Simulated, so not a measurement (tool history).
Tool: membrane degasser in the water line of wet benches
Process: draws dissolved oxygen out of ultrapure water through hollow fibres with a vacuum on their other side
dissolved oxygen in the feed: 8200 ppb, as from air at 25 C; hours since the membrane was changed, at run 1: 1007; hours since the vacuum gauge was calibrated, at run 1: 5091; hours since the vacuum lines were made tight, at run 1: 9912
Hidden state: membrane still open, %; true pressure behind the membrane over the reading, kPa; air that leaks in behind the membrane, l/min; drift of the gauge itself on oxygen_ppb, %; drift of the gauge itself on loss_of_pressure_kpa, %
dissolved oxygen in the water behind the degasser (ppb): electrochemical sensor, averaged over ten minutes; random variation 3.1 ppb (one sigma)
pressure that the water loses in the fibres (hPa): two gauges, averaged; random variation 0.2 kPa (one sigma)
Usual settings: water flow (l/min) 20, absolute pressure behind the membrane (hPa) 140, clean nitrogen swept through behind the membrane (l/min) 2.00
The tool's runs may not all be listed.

run,day,water flow (l/min),absolute pressure behind the membrane (hPa),clean nitrogen swept through behind the membrane (l/min),hours since the membrane was changed,hours since the vacuum gauge was calibrated,hours since the vacuum lines were made tight,dissolved oxygen in the water behind the degasser (ppb),pressure that the water loses in the fibres (hPa)
1,0.000,20,140,2.00,1007,5091,9912,315.6,417.6
2,1.717,20,140,2.00,1048,5132,9954,315.6,415.4
3,4.254,20,140,2.00,1109,5193,10014,306.8,415.8
4,5.571,20,140,2.00,1141,5224,10046,314.9,416.3
5,8.067,20,140,2.00,1201,5284,10106,305.3,415.2
6,10.029,20,140,2.00,1248,5331,10153,318.0,417.6
7,12.496,20,263,2.00,1307,5390,10212,577.9,416.3
8,14.867,20,263,2.00,1364,5447,10269,572.9,416.6
9,16.354,20,263,2.00,1400,5483,10305,562.2,414.9
10,17.821,20,263,2.00,1435,5518,10340,574.3,416.5
11,19.588,14,209,2.00,1477,5561,10383,305.1,293.4

Forecast each of these 5 alternatives for the next run:
A,21.721,20,166,2.00,1528,5612,10434,?,?
B,21.721,14,175,0.89,1528,5612,10434,?,?
C,21.721,12,209,2.00,1528,5612,10434,?,?
D,21.721,12,116,2.00,1528,5612,10434,?,?
E,21.721,20,208,2.00,1528,5612,10434,?,?

run,dissolved oxygen in the water behind the degasser (ppb),pressure that the water loses in the fibres (hPa)
A,367.2,417.7
B,496.7,291.5
C,253.9,251.9
D,127.5,251.5
E,455.9,418.3
Without the tool's hidden state the same runs would have given:
run,dissolved oxygen in the water behind the degasser (ppb),pressure that the water loses in the fibres (hPa)
A,366.9,417.6
B,496.2,291.5
C,253.6,251.9
D,127.3,251.5
E,455.6,418.2
